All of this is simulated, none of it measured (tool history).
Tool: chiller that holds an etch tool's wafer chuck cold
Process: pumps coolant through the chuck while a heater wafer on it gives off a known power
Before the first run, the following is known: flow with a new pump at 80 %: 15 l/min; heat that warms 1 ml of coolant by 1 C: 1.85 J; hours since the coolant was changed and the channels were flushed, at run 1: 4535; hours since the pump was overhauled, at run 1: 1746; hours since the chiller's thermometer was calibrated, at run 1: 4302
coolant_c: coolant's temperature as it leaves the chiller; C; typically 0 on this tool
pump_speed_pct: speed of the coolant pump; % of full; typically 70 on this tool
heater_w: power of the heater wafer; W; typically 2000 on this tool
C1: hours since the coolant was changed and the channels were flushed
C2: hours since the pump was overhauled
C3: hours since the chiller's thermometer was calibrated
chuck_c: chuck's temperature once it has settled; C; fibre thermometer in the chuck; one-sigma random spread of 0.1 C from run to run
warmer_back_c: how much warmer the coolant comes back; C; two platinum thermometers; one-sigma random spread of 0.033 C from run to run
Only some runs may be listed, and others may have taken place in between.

{"run": 1, "hour": 0.0, "coolant_c": 0, "pump_speed_pct": 70, "heater_w": 2000, "C1": 4535, "C2": 1746, "C3": 4302, "chuck_c": 25.0, "warmer_back_c": 4.99}
{"run": 2, "hour": 60.0, "coolant_c": 0, "pump_speed_pct": 97, "heater_w": 2000, "C1": 4595, "C2": 1806, "C3": 4362, "chuck_c": 21.0, "warmer_back_c": 3.54}
{"run": 3, "hour": 118.2, "coolant_c": 0, "pump_speed_pct": 70, "heater_w": 2000, "C1": 4653, "C2": 1864, "C3": 4421, "chuck_c": 25.0, "warmer_back_c": 5.02}
{"run": 4, "hour": 183.7, "coolant_c": 0, "pump_speed_pct": 70, "heater_w": 2000, "C1": 4718, "C2": 1929, "C3": 4486, "chuck_c": 25.0, "warmer_back_c": 4.98}
{"run": 5, "hour": 245.7, "coolant_c": 0, "pump_speed_pct": 70, "heater_w": 2000, "C1": 4781, "C2": 1991, "C3": 4548, "chuck_c": 25.0, "warmer_back_c": 4.95}
{"run": 6, "hour": 311.5, "coolant_c": 0, "pump_speed_pct": 70, "heater_w": 2000, "C1": 4846, "C2": 2057, "C3": 4614, "chuck_c": 25.1, "warmer_back_c": 4.99}
{"run": 7, "hour": 365.8, "coolant_c": 0, "pump_speed_pct": 70, "heater_w": 2000, "C1": 4901, "C2": 2111, "C3": 4668, "chuck_c": 25.0, "warmer_back_c": 4.98}
{"run": 8, "hour": 445.7, "coolant_c": 0, "pump_speed_pct": 70, "heater_w": 1533, "C1": 4980, "C2": 2191, "C3": 4748, "chuck_c": 19.2, "warmer_back_c": 3.83}
{"run": 9, "hour": 508.1, "coolant_c": 0, "pump_speed_pct": 70, "heater_w": 1533, "C1": 5043, "C2": 2254, "C3": 4810, "chuck_c": 19.2, "warmer_back_c": 3.8}
{"run": 10, "hour": 576.2, "coolant_c": -8, "pump_speed_pct": 70, "heater_w": 2000, "C1": 5111, "C2": 2322, "C3": 4879, "chuck_c": 17.1, "warmer_back_c": 5.02}
{"run": 11, "hour": 660.6, "coolant_c": -8, "pump_speed_pct": 70, "heater_w": 2000, "C1": 5195, "C2": 2406, "C3": 4963, "chuck_c": 17.1, "warmer_back_c": 4.99}
{"run": 12, "hour": 745.1, "coolant_c": -8, "pump_speed_pct": 70, "heater_w": 2000, "C1": 5280, "C2": 2491, "C3": 5047, "chuck_c": 17.0, "warmer_back_c": 4.95}
{"run": 13, "hour": 819.4, "coolant_c": -8, "pump_speed_pct": 70, "heater_w": 2000, "C1": 5354, "C2": 2565, "C3": 5122, "chuck_c": 17.0, "warmer_back_c": 5.03}
{"hour": 834.9, "done": "coolant changed, channels flushed"}
{"run": 14, "hour": 867.0, "coolant_c": -8, "pump_speed_pct": 70, "heater_w": 2000, "C1": 32, "C2": 2607, "C3": 5163, "chuck_c": 17.1, "warmer_back_c": 4.98}
{"run": 15, "hour": 942.6, "coolant_c": -8, "pump_speed_pct": 70, "heater_w": 2000, "C1": 108, "C2": 2682, "C3": 5239, "chuck_c": 17.0, "warmer_back_c": 4.93}
{"run": 16, "hour": 1021.8, "coolant_c": -8, "pump_speed_pct": 94, "heater_w": 2000, "C1": 187, "C2": 2761, "C3": 5318, "chuck_c": 13.3, "warmer_back_c": 3.67}
{"run": 17, "hour": 1092.6, "coolant_c": 0, "pump_speed_pct": 70, "heater_w": 2000, "C1": 258, "C2": 2832, "C3": 5389, "chuck_c": 25.0, "warmer_back_c": 4.96}
{"run": 18, "hour": 1161.0, "coolant_c": 0, "pump_speed_pct": 70, "heater_w": 2000, "C1": 326, "C2": 2901, "C3": 5457, "chuck_c": 25.1, "warmer_back_c": 4.95}
{"run": 19, "hour": 1213.2, "coolant_c": 7, "pump_speed_pct": 87, "heater_w": 2886, "C1": 378, "C2": 2953, "C3": 5510, "chuck_c": 39.3, "warmer_back_c": 5.75}
{"run": 20, "hour": 1279.1, "coolant_c": 7, "pump_speed_pct": 87, "heater_w": 2886, "C1": 444, "C2": 3019, "C3": 5575, "chuck_c": 39.3, "warmer_back_c": 5.71}
{"hour": 1292.0, "done": "chiller's thermometer calibrated"}
{"run": 21, "hour": 1357.4, "coolant_c": 0, "pump_speed_pct": 82, "heater_w": 2730, "C1": 521, "C2": 3096, "C3": 65, "chuck_c": 31.4, "warmer_back_c": 5.77}
{"run": 22, "hour": 1421.2, "coolant_c": 0, "pump_speed_pct": 82, "heater_w": 2730, "C1": 585, "C2": 3160, "C3": 129, "chuck_c": 31.5, "warmer_back_c": 5.79}
{"run": 23, "hour": 1480.1, "coolant_c": -6, "pump_speed_pct": 91, "heater_w": 1305, "C1": 644, "C2": 3219, "C3": 188, "chuck_c": 8.2, "warmer_back_c": 2.43}
{"run": 24, "hour": 1522.0, "coolant_c": -4, "pump_speed_pct": 92, "heater_w": 2000, "C1": 686, "C2": 3261, "C3": 230, "chuck_c": 17.7, "warmer_back_c": 3.76}
{"run": 25, "hour": 1575.4, "coolant_c": 0, "pump_speed_pct": 70, "heater_w": 1123, "C1": 740, "C2": 3314, "C3": 283, "chuck_c": 14.1, "warmer_back_c": 2.78}
{"run": 26, "hour": 1635.8, "coolant_c": -7, "pump_speed_pct": 94, "heater_w": 1131, "C1": 800, "C2": 3374, "C3": 344, "chuck_c": 5.1, "warmer_back_c": 2.14}
{"run": 27, "hour": 1720.5, "coolant_c": -7, "pump_speed_pct": 77, "heater_w": 1278, "C1": 885, "C2": 3459, "C3": 428, "chuck_c": 8.1, "warmer_back_c": 2.82}
{"run": 28, "hour": 1778.9, "coolant_c": 5, "pump_speed_pct": 82, "heater_w": 2000, "C1": 943, "C2": 3517, "C3": 487, "chuck_c": 28.2, "warmer_back_c": 4.18}
{"run": 29, "hour": 1832.9, "coolant_c": -2, "pump_speed_pct": 77, "heater_w": 1115, "C1": 997, "C2": 3571, "C3": 541, "chuck_c": 11.3, "warmer_back_c": 2.52}
{"run": 30, "hour": 1903.6, "coolant_c": -2, "pump_speed_pct": 77, "heater_w": 1115, "C1": 1068, "C2": 3642, "C3": 612, "chuck_c": 11.4, "warmer_back_c": 2.57}
{"run": 31, "hour": 1951.3, "coolant_c": -7, "pump_speed_pct": 70, "heater_w": 2944, "C1": 1115, "C2": 3690, "C3": 659, "chuck_c": 30.0, "warmer_back_c": 7.3}
{"run": 32, "hour": 1992.4, "coolant_c": 0, "pump_speed_pct": 65, "heater_w": 2470, "C1": 1156, "C2": 3731, "C3": 700, "chuck_c": 32.2, "warmer_back_c": 6.62}
{"run": 33, "hour": 2051.2, "coolant_c": 0, "pump_speed_pct": 65, "heater_w": 2470, "C1": 1215, "C2": 3790, "C3": 759, "chuck_c": 32.1, "warmer_back_c": 6.66}

Below are 3 alternative next runs, each starting from the tool's condition after run 33. Predict each:
{"run": "A", "hour": 2113.3, "coolant_c": -1, "pump_speed_pct": 90, "heater_w": 2622, "C1": 1277, "C2": 3852, "C3": 821, "chuck_c": "?", "warmer_back_c": "?"}
{"run": "B", "hour": 2113.3, "coolant_c": -1, "pump_speed_pct": 97, "heater_w": 2339, "C1": 1277, "C2": 3852, "C3": 821, "chuck_c": "?", "warmer_back_c": "?"}
{"run": "C", "hour": 2113.3, "coolant_c": -2, "pump_speed_pct": 99, "heater_w": 1891, "C1": 1277, "C2": 3852, "C3": 821, "chuck_c": "?", "warmer_back_c": "?"}

run=A chuck_c=27.8 warmer_back_c=4.99
run=B chuck_c=23.7 warmer_back_c=4.16
run=C chuck_c=17.7 warmer_back_c=3.31
Without the tool's unlogged condition, the same runs would have read:
run=A chuck_c=27.8 warmer_back_c=4.99
run=B chuck_c=23.7 warmer_back_c=4.16
run=C chuck_c=17.7 warmer_back_c=3.31
